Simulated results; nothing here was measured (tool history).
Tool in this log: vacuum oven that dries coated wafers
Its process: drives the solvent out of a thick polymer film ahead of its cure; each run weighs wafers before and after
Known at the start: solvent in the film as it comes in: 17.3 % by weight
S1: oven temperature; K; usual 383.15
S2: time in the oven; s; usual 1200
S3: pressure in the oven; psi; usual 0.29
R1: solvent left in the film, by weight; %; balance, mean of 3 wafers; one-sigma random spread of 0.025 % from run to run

| run | hour | S1 | S2 | S3 | R1 |
|---|---|---|---|---|---|
| 1 | 0 | 383.15 | 1200 | 0.29 | 1.69 |
| 2 | 13.8 | 383.15 | 1200 | 0.29 | 1.73 |
| 3 | 22.8 | 383.15 | 1200 | 0.29 | 1.72 |
| 4 | 29.8 | 383.15 | 1200 | 0.29 | 1.66 |
| 5 | 40.9 | 383.15 | 1200 | 0.29 | 1.68 |
| 6 | 47.8 | 383.15 | 1200 | 0.29 | 1.71 |
| 7 | 63.9 | 383.15 | 1200 | 0.29 | 1.7 |
| 8 | 77 | 383.15 | 1200 | 0.29 | 1.71 |
| 9 | 88.8 | 383.15 | 1200 | 0.29 | 1.66 |
| 10 | 99.1 | 383.15 | 1200 | 0.29 | 1.73 |
| 11 | 113.7 | 383.15 | 960 | 0.29 | 2.25 |
| 12 | 122.4 | 383.15 | 900 | 0.29 | 2.47 |
| 13 | 130.1 | 380.15 | 1200 | 1.108 | 4.6 |
| 14 | 139.8 | 371.15 | 1200 | 0.831 | 5.9 |
| 15 | 147.2 | 371.15 | 1380 | 0.724 | 4.99 |
| 16 | 162.1 | 385.15 | 1200 | 0.218 | 1.33 |
| 17 | 175.5 | 392.15 | 1200 | 0.193 | 0.69 |
| 18 | 191 | 387.15 | 780 | 0.673 | 3.28 |

Run 19 comes next. What will it give?
| 19 | 201.6 | 383.15 | 900 | 0.29 | ? |

R1: 2.48 %
Minus the tool's unlogged condition, the same run would have read R1 2.49 %.
